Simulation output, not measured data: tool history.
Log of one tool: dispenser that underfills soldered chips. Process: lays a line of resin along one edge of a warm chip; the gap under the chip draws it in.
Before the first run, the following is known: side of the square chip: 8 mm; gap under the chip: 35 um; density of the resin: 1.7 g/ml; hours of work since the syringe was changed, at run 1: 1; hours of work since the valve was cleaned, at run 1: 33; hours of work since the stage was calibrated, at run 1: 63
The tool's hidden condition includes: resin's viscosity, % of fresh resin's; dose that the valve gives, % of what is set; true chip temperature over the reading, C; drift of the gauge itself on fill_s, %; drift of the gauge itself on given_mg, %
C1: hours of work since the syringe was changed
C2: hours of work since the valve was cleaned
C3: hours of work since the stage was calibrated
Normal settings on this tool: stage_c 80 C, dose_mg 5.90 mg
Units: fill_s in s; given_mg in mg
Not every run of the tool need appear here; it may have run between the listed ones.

Run 1, hour 0.0: usual settings; C1 1; C2 33; C3 63. Result: fill_s 151.5 s, given_mg 5.77 mg.
Run 2, hour 4.8: usual settings but dose_mg 7.19 mg; C1 4; C2 36; C3 66. Result: fill_s 181.2 s, given_mg 6.96 mg.
At hour 7.7: new syringe of resin.
Run 3, hour 11.6: usual settings but dose_mg 7.19 mg; C1 3; C2 40; C3 71. Result: fill_s 162.9 s, given_mg 6.99 mg.
Run 4, hour 16.3: usual settings but dose_mg 7.19 mg; C1 6; C2 43; C3 74. Result: fill_s 200.3 s, given_mg 7.07 mg.
At hour 17.4: new syringe of resin.
Run 5, hour 23.1: usual settings; C1 4; C2 48; C3 78. Result: fill_s 179.0 s, given_mg 5.64 mg.
At hour 27.3: new syringe of resin.
Run 6, hour 30.1: usual settings; C1 2; C2 52; C3 83. Result: fill_s 162.0 s, given_mg 5.81 mg.
Run 7, hour 36.0: usual settings; C1 6; C2 56; C3 86. Result: fill_s 205.2 s, given_mg 5.63 mg.
At hour 37.0: new syringe of resin.
Run 8, hour 41.1: usual settings; C1 3; C2 59; C3 90. Result: fill_s 169.1 s, given_mg 5.65 mg.
At hour 46.8: new syringe of resin.
Run 9, hour 46.9: usual settings; C1 0; C2 63; C3 93. Result: fill_s 145.8 s, given_mg 5.69 mg.
Run 10, hour 54.2: usual settings; C1 5; C2 68; C3 98. Result: fill_s 197.4 s, given_mg 5.67 mg.
At hour 56.3: new syringe of resin.
Run 11, hour 61.4: usual settings; C1 3; C2 73; C3 103. Result: fill_s 175.4 s, given_mg 5.70 mg.
At hour 65.7: new syringe of resin.
Run 12, hour 65.7: usual settings; C1 0; C2 75; C3 106. Result: fill_s 148.8 s, given_mg 5.69 mg.
Run 13, hour 70.5: usual settings; C1 3; C2 78; C3 109. Result: fill_s 173.0 s, given_mg 5.77 mg.
Run 14, hour 74.1: usual settings but stage_c 72 C; C1 6; C2 81; C3 111. Result: fill_s 268.5 s, given_mg 5.66 mg.
At hour 75.5: new syringe of resin.
Run 15, hour 81.0: usual settings but stage_c 72 C; C1 4; C2 85; C3 116. Result: fill_s 238.8 s, given_mg 5.60 mg.
At hour 85.1: new syringe of resin.
Run 16, hour 85.3: usual settings but stage_c 72 C; C1 0; C2 88; C3 118. Result: fill_s 196.7 s, given_mg 5.63 mg.
Run 17, hour 92.6: usual settings but stage_c 72 C; C1 5; C2 93; C3 123. Result: fill_s 262.5 s, given_mg 5.65 mg.
At hour 94.5: new syringe of resin.
Run 18, hour 96.7: usual settings but stage_c 72 C; C1 1; C2 95; C3 126. Result: fill_s 213.6 s, given_mg 5.44 mg.
At hour 103.8: new syringe of resin.
Run 19, hour 104.8: usual settings but stage_c 72 C; C1 1; C2 100; C3 131. Result: fill_s 198.8 s, given_mg 5.59 mg.
Run 20, hour 109.1: usual settings but stage_c 77 C, dose_mg 6.38 mg; C1 4; C2 103; C3 134. Result: fill_s 194.9 s, given_mg 5.89 mg.
At hour 113.4: new syringe of resin.
Run 21, hour 115.1: usual settings but stage_c 72 C, dose_mg 7.63 mg; C1 1; C2 107; C3 138. Result: fill_s 201.0 s, given_mg 7.07 mg.
Run 22, hour 119.2: usual settings but stage_c 72 C, dose_mg 7.63 mg; C1 4; C2 110; C3 140. Result: fill_s 242.4 s, given_mg 7.13 mg.
At hour 123.2: new syringe of resin.
Run 23, hour 125.4: usual settings but stage_c 82 C; C1 1; C2 114; C3 144. Result: fill_s 148.7 s, given_mg 5.41 mg.
Run 24, hour 130.1: usual settings but stage_c 81 C, dose_mg 5.32 mg; C1 5; C2 117; C3 147. Result: fill_s 188.0 s, given_mg 4.96 mg.
At hour 133.1: new syringe of resin.
Run 25, hour 137.6: usual settings but stage_c 76 C, dose_mg 6.07 mg; C1 3; C2 122; C3 152. Result: fill_s 204.3 s, given_mg 5.55 mg.
At hour 142.4: new syringe of resin.
Run 26, hour 142.4: usual settings but stage_c 89 C, dose_mg 6.07 mg; C1 0; C2 125; C3 155. Result: fill_s 108.0 s, given_mg 5.60 mg.
At hour 150.2: dispensing valve cleaned and set on the balance.
Run 27, hour 151.8: usual settings but stage_c 87 C, dose_mg 7.27 mg; C1 6; C2 1; C3 161. Result: fill_s 155.1 s, given_mg 7.24 mg.
At hour 152.7: new syringe of resin.
Run 28, hour 157.5: usual settings but stage_c 91 C, dose_mg 7.66 mg; C1 3; C2 5; C3 164. Result: fill_s 119.4 s, given_mg 7.63 mg.
At hour 162.2: new syringe of resin.
Run 29, hour 162.2: usual settings but stage_c 88 C, dose_mg 5.12 mg; C1 0; C2 8; C3 167. Result: fill_s 115.5 s, given_mg 5.06 mg.
Run 30, hour 167.4: usual settings but stage_c 86 C, dose_mg 7.55 mg; C1 3; C2 11; C3 171. Result: fill_s 141.8 s, given_mg 7.50 mg.
At hour 172.2: new syringe of resin.
Run 31, hour 175.4: usual settings but stage_c 65 C, dose_mg 5.50 mg; C1 2; C2 16; C3 176. Result: fill_s 287.9 s, given_mg 5.40 mg.
At hour 181.5: new syringe of resin.
Run 32, hour 182.6: usual settings but stage_c 86 C, dose_mg 7.23 mg; C1 1; C2 21; C3 180. Result: fill_s 122.4 s, given_mg 7.11 mg.
Run 33, hour 187.8: usual settings but stage_c 86 C, dose_mg 7.23 mg; C1 4; C2 24; C3 184. Result: fill_s 151.4 s, given_mg 7.12 mg.
At hour 191.3: new syringe of resin.
Run 34, hour 193.1: usual settings but stage_c 86 C, dose_mg 7.23 mg; C1 1; C2 28; C3 187. Result: fill_s 126.0 s, given_mg 7.10 mg.
Run 35, hour 196.7: usual settings but stage_c 86 C, dose_mg 7.23 mg; C1 4; C2 30; C3 190. Result: fill_s 145.8 s, given_mg 7.13 mg.
At hour 201.0: new syringe of resin.
Run 36, hour 204.8: usual settings but stage_c 82 C, dose_mg 6.20 mg; C1 3; C2 35; C3 195. Result: fill_s 158.0 s, given_mg 5.99 mg.

Consider 4 possible next runs. They are alternatives, not a sequence: every one starts from the tool as it was left by run 36. What does each give?
Run A, hour 208.5: usual settings but stage_c 82 C, dose_mg 6.15 mg; C1 5; C2 38; C3 197. Result: fill_s ?, given_mg ?.
Run B, hour 208.5: usual settings but stage_c 76 C, dose_mg 5.37 mg; C1 5; C2 38; C3 197. Result: fill_s ?, given_mg ?.
Run C, hour 208.5: usual settings but stage_c 86 C, dose_mg 6.43 mg; C1 5; C2 38; C3 197. Result: fill_s ?, given_mg ?.
Run D, hour 208.5: usual settings but stage_c 71 C, dose_mg 6.84 mg; C1 5; C2 38; C3 197. Result: fill_s ?, given_mg ?.

run  fill_s  given_mg
  A   176.6      6.07
  B   227.7      5.17
  C   155.9      6.24
  D   264.9      6.67
Take away the tool's hidden state, keep each run's random variation, and the runs would have read:
run  fill_s  given_mg
  A   128.0      6.21
  B   164.8      5.30
  C   113.3      6.38
  D   192.1      6.83
